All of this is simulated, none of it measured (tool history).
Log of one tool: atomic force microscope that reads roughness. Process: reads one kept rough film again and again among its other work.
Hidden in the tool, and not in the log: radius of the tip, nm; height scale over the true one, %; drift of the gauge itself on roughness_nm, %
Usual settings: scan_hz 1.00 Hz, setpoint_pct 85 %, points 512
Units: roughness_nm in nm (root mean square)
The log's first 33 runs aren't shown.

run	hour	scan_hz	setpoint_pct	points	pictures with this tip	hours of work since the height scale was calibrated	roughness_nm
34	1260.7	0.94	85	512	109	1136	0.793
35	1286.4	0.94	85	512	135	1147	0.794
36	1309.4	2.42	85	512	158	1157	0.675
# hour 1351.2: new tip fitted
37	1364.4	3.74	82	570	14	1181	0.643
# hour 1385.4: height scale calibrated on a step standard
38	1389.4	3.74	82	570	38	2	0.652
39	1437.2	3.52	89	944	85	22	0.592
40	1484.8	0.63	83	695	133	43	0.830
41	1532.7	0.63	83	695	181	64	0.826
# hour 1554.0: new tip fitted
42	1567.1	0.63	83	695	13	79	0.833
43	1610.0	0.63	83	695	56	97	0.829
44	1641.9	2.56	76	521	88	111	0.735
45	1678.6	2.56	76	521	124	127	0.736
46	1723.0	2.56	76	521	169	146	0.731
# hour 1753.4: new tip fitted
47	1759.1	1.60	76	289	6	162	0.765
48	1792.6	2.62	56	596	39	176	0.830
49	1819.9	3.32	85	455	66	188	0.633
50	1852.9	2.86	78	926	99	203	0.712
51	1890.1	2.86	78	926	137	219	0.708
52	1929.4	2.91	78	926	176	236	0.711

3 ways to go on from here, each from the tool as it stands after run 52. What would each give?
# hour 1956.4: new tip fitted
A	1958.8	1.36	75	926	3	248	?
# hour 1956.4: new tip fitted
B	1958.8	0.69	76	436	3	248	?
# hour 1956.4: new tip fitted
C	1958.8	2.84	72	405	3	248	?

run	roughness_nm
A	0.799
B	0.834
C	0.748
Without the tool's hidden state the same runs would have given:
run	roughness_nm
A	0.799
B	0.834
C	0.748
